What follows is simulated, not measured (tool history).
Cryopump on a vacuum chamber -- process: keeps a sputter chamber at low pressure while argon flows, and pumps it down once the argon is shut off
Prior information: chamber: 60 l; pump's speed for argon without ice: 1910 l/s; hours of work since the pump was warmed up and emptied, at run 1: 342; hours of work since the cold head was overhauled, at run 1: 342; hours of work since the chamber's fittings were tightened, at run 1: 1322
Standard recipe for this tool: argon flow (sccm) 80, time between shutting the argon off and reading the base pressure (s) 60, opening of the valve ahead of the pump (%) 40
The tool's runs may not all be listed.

run   hour  argon flow (sccm)  time between shutting the argon off and reading the base pressure (s)  opening of the valve ahead of the pump (%)  hours of work since the pump was warmed up and emptied  hours of work since the cold head was overhauled  hours of work since the chamber's fittings were tightened  pressure while argon flows (Pa)  pressure after the wait (uPa)
  1      0                 80                                                                     60                                          40                                                     342                                               342                                                       1322                           0.1885                           1.32
  2   21.9                 51                                                                     60                                          40                                                     358                                               358                                                       1337                           0.1222                           1.33
  3   44.4                 51                                                                     60                                          40                                                     374                                               374                                                       1354                           0.1206                           1.34
  4     68                 51                                                                     60                                          40                                                     391                                               391                                                       1371                           0.1228                           1.34
  5   92.6                 51                                                                     60                                          40                                                     409                                               409                                                       1389                           0.1225                            1.4
  6  128.5                 51                                                                     60                                          20                                                     435                                               435                                                       1414                           0.2377                           1.33
  7  157.9                 51                                                                     60                                          20                                                     456                                               456                                                       1436                           0.2376                           1.41
  8  184.3                 51                                                                     60                                          20                                                     476                                               476                                                       1455                            0.237                           1.42
  9  233.4                 51                                                                     60                                          20                                                     511                                               511                                                       1490                           0.2369                           1.46
 10  261.9                 80                                                                     60                                          40                                                     532                                               532                                                       1511                            0.196                           1.44
 11  300.2                 80                                                                    142                                          40                                                     559                                               559                                                       1539                           0.1988                           1.22
 12  349.1                 80                                                                     60                                          55                                                     595                                               595                                                       1574                           0.1512                           1.54
 13    383                 80                                                                     60                                          40                                                     619                                               619                                                       1599                           0.2019                           1.57
 14  411.3                 80                                                                     60                                          40                                                     640                                               640                                                       1619                           0.2039                            1.6
 15  440.4                 95                                                                    156                                          27                                                     661                                               661                                                       1640                            0.344                           1.23
 16  486.3                 95                                                                    156                                          27                                                     694                                               694                                                       1673                           0.3454                           1.28
     521.1  -- pump warmed up, emptied and cooled again
 17  530.5                 80                                                                    105                                          34                                                       7                                               722                                                       1702                           0.2087                           1.13
 18  580.4                 80                                                                     62                                          38                                                      43                                               758                                                       1738                           0.1888                           1.35
 19    627                 68                                                                    120                                          59                                                      77                                               792                                                       1771                           0.1046                           1.14
 20  674.7                 68                                                                    160                                          41                                                     111                                               827                                                       1806                            0.151                           1.12
 21  723.3                 64                                                                    160                                          41                                                     146                                               862                                                       1841                           0.1422                           1.07
 22  747.9                151                                                                     95                                          25                                                     164                                               880                                                       1859                           0.5483                            1.3
 23    797                138                                                                    166                                          17                                                     200                                               915                                                       1894                           0.7331                           1.16
 24    820                142                                                                     60                                          18                                                     216                                               932                                                       1911                           0.7121                           1.54
 25  844.4                123                                                                     60                                          18                                                     234                                               949                                                       1929                            0.621                            1.5
 26  872.5                 42                                                                     77                                          40                                                     254                                               970                                                       1949                           0.0972                           1.38
 27  920.5                 80                                                                     60                                          43                                                     289                                              1004                                                       1984                           0.1758                           1.56
 28  964.2                 48                                                                     60                                          21                                                     321                                              1036                                                       2015                           0.2106                           1.62

Alternative continuations, all from the tool just after run 28; predict every row:
  A  1014.4                 40                                                                     68                                          32                                                     357                                              1072                                                       2052                                ?                              ?
  B  1014.4                 35                                                                     29                                          27                                                     357                                              1072                                                       2052                                ?                              ?
  C  1014.4                 48                                                                     54                                          21                                                     357                                              1072                                                       2052                                ?                              ?

run  pressure while argon flows (Pa)  pressure after the wait (uPa)
  A                           0.1172                           1.58
  B                           0.1215                           2.22
  C                           0.2117                            1.7
Had the tool no hidden state, the same runs would have come out as:
run  pressure while argon flows (Pa)  pressure after the wait (uPa)
  A                           0.1104                           0.66
  B                           0.1155                           1.31
  C                           0.2036                           0.77

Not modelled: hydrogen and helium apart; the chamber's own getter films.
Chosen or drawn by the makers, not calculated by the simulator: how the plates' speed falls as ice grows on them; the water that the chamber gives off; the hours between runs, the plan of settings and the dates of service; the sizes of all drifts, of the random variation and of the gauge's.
